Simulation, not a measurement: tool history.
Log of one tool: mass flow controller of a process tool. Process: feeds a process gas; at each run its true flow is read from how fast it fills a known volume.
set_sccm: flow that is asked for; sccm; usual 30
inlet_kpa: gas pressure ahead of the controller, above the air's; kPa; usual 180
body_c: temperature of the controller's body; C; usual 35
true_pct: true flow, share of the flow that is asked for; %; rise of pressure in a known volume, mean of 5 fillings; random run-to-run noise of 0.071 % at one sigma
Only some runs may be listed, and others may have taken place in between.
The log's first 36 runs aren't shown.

| run | hour | set_sccm | inlet_kpa | body_c | hours of work since the controller was set to zero | hours of work since the controller was changed | true_pct |
|---|---|---|---|---|---|---|---|
| 37 | 14364.8 | 14 | 251 | 27 | 1922 | 6179 | 100.83 |
| 38 | 14701.6 | 21 | 146 | 27 | 2027 | 6284 | 100.35 |
| 39 | 15071.1 | 25 | 193 | 35 | 2142 | 6399 | 101.51 |
| 40 | 15321.1 | 25 | 195 | 27 | 2220 | 6477 | 100.81 |
| 41 | 15655.7 | 11 | 250 | 20 | 2325 | 6581 | 100.66 |
| 42 | 16129.5 | 11 | 250 | 20 | 2472 | 6729 | 100.73 |
| 43 | 16466.9 | 11 | 175 | 27 | 2578 | 6834 | 101.08 |
| 44 | 16907.3 | 11 | 175 | 27 | 2715 | 6972 | 101.27 |
| 45 | 17452.6 | 35 | 175 | 27 | 2885 | 7142 | 101.11 |
| 46 | 17726 | 35 | 175 | 31 | 2970 | 7227 | 101.52 |
| 47 | 18069.5 | 35 | 175 | 31 | 3077 | 7334 | 101.58 |

Alternative continuations, all from the tool just after run 47; predict every row:
| A | 18345.3 | 30 | 180 | 30 | 3163 | 7420 | ? |
| B | 18345.3 | 30 | 221 | 30 | 3163 | 7420 | ? |
| C | 18345.3 | 30 | 180 | 32 | 3163 | 7420 | ? |

| run | true_pct |
|---|---|
| A | 101.48 |
| B | 101.64 |
| C | 101.55 |
Without the tool's hidden state the same runs would have given:
| run | true_pct |
|---|---|
| A | 99.44 |
| B | 99.61 |
| C | 99.51 |
